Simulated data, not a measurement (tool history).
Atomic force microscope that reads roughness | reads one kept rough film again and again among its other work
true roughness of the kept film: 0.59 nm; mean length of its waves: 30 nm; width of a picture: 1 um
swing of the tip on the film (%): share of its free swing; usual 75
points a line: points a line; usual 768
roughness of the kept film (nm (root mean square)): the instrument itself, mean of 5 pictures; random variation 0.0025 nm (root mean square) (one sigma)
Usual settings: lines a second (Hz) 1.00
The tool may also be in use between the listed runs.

run   hour  lines a second (Hz)  swing of the tip on the film (%)  points a line  roughness of the kept film (nm (root mean square))
  1    0.0                 1.00                                75            768                                               0.564
  2   16.0                 1.00                                75            768                                               0.557
  3   28.8                 1.00                                87            768                                               0.537
  4   43.5                 1.00                                75            768                                               0.549
  5   59.8                 1.00                                75            768                                               0.544
  6   77.0                 1.00                                65            768                                               0.548
      93.1  -- new tip fitted
  7   93.1                 1.01                                61            433                                               0.573
      95.1  -- height scale calibrated on a step standard
  8  108.8                 0.62                                62            505                                               0.573
  9  124.8                 1.58                                62            429                                               0.559
 10  132.4                 1.58                                86            429                                               0.526
 11  146.0                 0.71                                64            429                                               0.560

Forecast each of these 5 alternatives for the next run:
  A  161.8                 1.04                                75            768                                                   ?
  B  161.8                 1.00                                59            768                                                   ?
  C  161.8                 3.54                                72            349                                                   ?
  D  161.8                 3.87                                56            429                                                   ?
  E  161.8                 1.29                                64            923                                                   ?

run  roughness of the kept film (nm (root mean square))
  A                                               0.542
  B                                               0.558
  C                                               0.510
  D                                               0.539
  E                                               0.553
Without the tool's hidden state the same runs would have given:
run  roughness of the kept film (nm (root mean square))
  A                                               0.558
  B                                               0.574
  C                                               0.526
  D                                               0.556
  E                                               0.570

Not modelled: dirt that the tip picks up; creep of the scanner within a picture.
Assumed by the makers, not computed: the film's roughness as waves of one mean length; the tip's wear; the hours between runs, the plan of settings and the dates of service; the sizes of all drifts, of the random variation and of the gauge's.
